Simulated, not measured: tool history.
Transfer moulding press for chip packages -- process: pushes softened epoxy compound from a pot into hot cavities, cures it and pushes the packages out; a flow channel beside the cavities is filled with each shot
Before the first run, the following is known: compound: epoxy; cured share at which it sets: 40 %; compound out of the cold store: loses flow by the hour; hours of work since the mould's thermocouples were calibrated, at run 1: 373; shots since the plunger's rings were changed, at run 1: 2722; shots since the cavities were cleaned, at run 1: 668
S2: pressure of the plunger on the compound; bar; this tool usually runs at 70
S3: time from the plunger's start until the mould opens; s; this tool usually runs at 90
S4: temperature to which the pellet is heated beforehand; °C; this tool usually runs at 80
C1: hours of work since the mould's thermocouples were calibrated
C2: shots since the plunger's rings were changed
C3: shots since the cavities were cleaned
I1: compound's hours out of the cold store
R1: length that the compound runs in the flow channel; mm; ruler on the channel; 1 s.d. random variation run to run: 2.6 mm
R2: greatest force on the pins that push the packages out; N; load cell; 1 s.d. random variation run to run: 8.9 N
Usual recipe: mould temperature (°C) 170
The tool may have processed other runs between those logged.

Run 1, hour 0: usual settings; C1 373; C2 2722; C3 668; I1 11.2. Result: R1 953 mm, R2 704 N.
Run 2, hour 8.1: usual settings; C1 378; C2 2805; C3 751; I1 9.6. Result: R1 960 mm, R2 751 N.
Run 3, hour 21.7: usual settings; C1 385; C2 2946; C3 892; I1 29.1. Result: R1 866 mm, R2 703 N.
Run 4, hour 39: usual settings but S2 85 bar; C1 395; C2 3125; C3 1071; I1 30.2. Result: R1 940 mm, R2 734 N.
At hour 50.6: cavities cleaned with cleaning compound and waxed.
Run 5, hour 58.7: usual settings but S2 85 bar; C1 405; C2 3312; C3 83; I1 20.4. Result: R1 993 mm, R2 510 N.
Run 6, hour 71.9: usual settings but S2 83.1 bar; C1 412; C2 3449; C3 220; I1 31.9. Result: R1 926 mm, R2 568 N.
Run 7, hour 84: usual settings but mould temperature (°C) 175, S2 83.1 bar; C1 418; C2 3574; C3 345; I1 18.4. Result: R1 967 mm, R2 523 N.
Run 8, hour 97.6: usual settings but mould temperature (°C) 175, S2 83.1 bar; C1 426; C2 3714; C3 485; I1 16.7. Result: R1 975 mm, R2 576 N.
Run 9, hour 106.2: usual settings; C1 431; C2 3803; C3 574; I1 12.6. Result: R1 935 mm, R2 732 N.
Run 10, hour 118.5: usual settings; C1 437; C2 3930; C3 701; I1 17.6. Result: R1 909 mm, R2 742 N.
Run 11, hour 137.6: usual settings; C1 448; C2 4127; C3 898; I1 14.3. Result: R1 923 mm, R2 759 N.
Run 12, hour 155.4: usual settings; C1 457; C2 4311; C3 1082; I1 10.8. Result: R1 945 mm, R2 794 N.
At hour 165.7: cavities cleaned with cleaning compound and waxed.
Run 13, hour 176.5: usual settings but S3 84 s; C1 468; C2 4513; C3 112; I1 31.3. Result: R1 845 mm, R2 590 N.
At hour 182.9: plunger's sealing rings changed.
Run 14, hour 197.7: usual settings but mould temperature (°C) 172, S2 61.9 bar, S3 83 s, S4 89 °C; C1 478; C2 153; C3 306; I1 22.5. Result: R1 851 mm, R2 638 N.
Run 15, hour 216.7: usual settings but mould temperature (°C) 166; C1 489; C2 348; C3 501; I1 28. Result: R1 908 mm, R2 926 N.
Run 16, hour 226.4: usual settings but mould temperature (°C) 166; C1 494; C2 449; C3 602; I1 27.3. Result: R1 907 mm, R2 920 N.
Run 17, hour 245.2: usual settings but mould temperature (°C) 175, S3 89 s, S4 86 °C; C1 504; C2 643; C3 796; I1 10.5. Result: R1 952 mm, R2 611 N.
Run 18, hour 260.8: usual settings but mould temperature (°C) 175, S3 89 s, S4 86 °C; C1 513; C2 804; C3 957; I1 25.9. Result: R1 873 mm, R2 613 N.
Run 19, hour 277.9: usual settings but mould temperature (°C) 173, S2 57.6 bar, S3 89 s, S4 86 °C; C1 522; C2 981; C3 1134; I1 47.7. Result: R1 709 mm, R2 624 N.
At hour 283.9: cavities cleaned with cleaning compound and waxed.
Run 20, hour 292: usual settings but S4 87 °C; C1 529; C2 1111; C3 84; I1 11. Result: R1 967 mm, R2 508 N.
Run 21, hour 303: usual settings but S2 52.7 bar, S3 71 s, S4 87 °C; C1 535; C2 1225; C3 198; I1 46.5. Result: R1 690 mm, R2 937 N.
Run 22, hour 320.1: usual settings but S2 52.7 bar, S3 71 s, S4 87 °C; C1 544; C2 1400; C3 373; I1 21.1. Result: R1 790 mm, R2 1138 N.
Run 23, hour 330: usual settings but mould temperature (°C) 163, S2 83.4 bar, S3 123 s, S4 87 °C; C1 550; C2 1503; C3 476; I1 26.6. Result: R1 1003 mm, R2 622 N.
Run 24, hour 345.9: usual settings but S2 71.7 bar, S3 127 s; C1 558; C2 1667; C3 640; I1 45.1. Result: R1 814 mm, R2 531 N.
Run 25, hour 361.9: usual settings but mould temperature (°C) 172, S2 76.5 bar, S3 79 s, S4 82 °C; C1 567; C2 1833; C3 806; I1 23.9. Result: R1 925 mm, R2 819 N.
Run 26, hour 370.9: usual settings but mould temperature (°C) 166, S2 83.9 bar, S3 119 s, S4 78 °C; C1 572; C2 1926; C3 899; I1 27.8. Result: R1 983 mm, R2 604 N.

Predict each of these 5 candidate next runs independently; none follows another, all start after run 26:
Run A, hour 384.9: usual settings but mould temperature (°C) 168, S2 83.8 bar, S3 103 s; C1 579; C2 2070; C3 1043; I1 13.6. Result: R1 ?, R2 ?.
Run B, hour 384.9: usual settings but mould temperature (°C) 167, S2 78.8 bar, S3 119 s, S4 78 °C; C1 579; C2 2070; C3 1043; I1 39.3. Result: R1 ?, R2 ?.
Run C, hour 384.9: usual settings but S2 84.9 bar; C1 579; C2 2070; C3 1043; I1 23.6. Result: R1 ?, R2 ?.
Run D, hour 384.9: usual settings but S3 88 s, S4 81 °C; C1 579; C2 2070; C3 1043; I1 26.1. Result: R1 ?, R2 ?.
Run E, hour 384.9: usual settings but mould temperature (°C) 163, S2 75.1 bar, S4 76 °C; C1 579; C2 2070; C3 1043; I1 25. Result: R1 ?, R2 ?.

run    R1    R2
  A  1045   659
  B   891   594
  C   984   744
  D   888   779
  E   953  1357
Take away the tool's hidden state, keep each run's random variation, and the runs would have read:
run    R1   R2
  A  1053  351
  B   898  331
  C   993  391
  D   895  407
  E   960  683
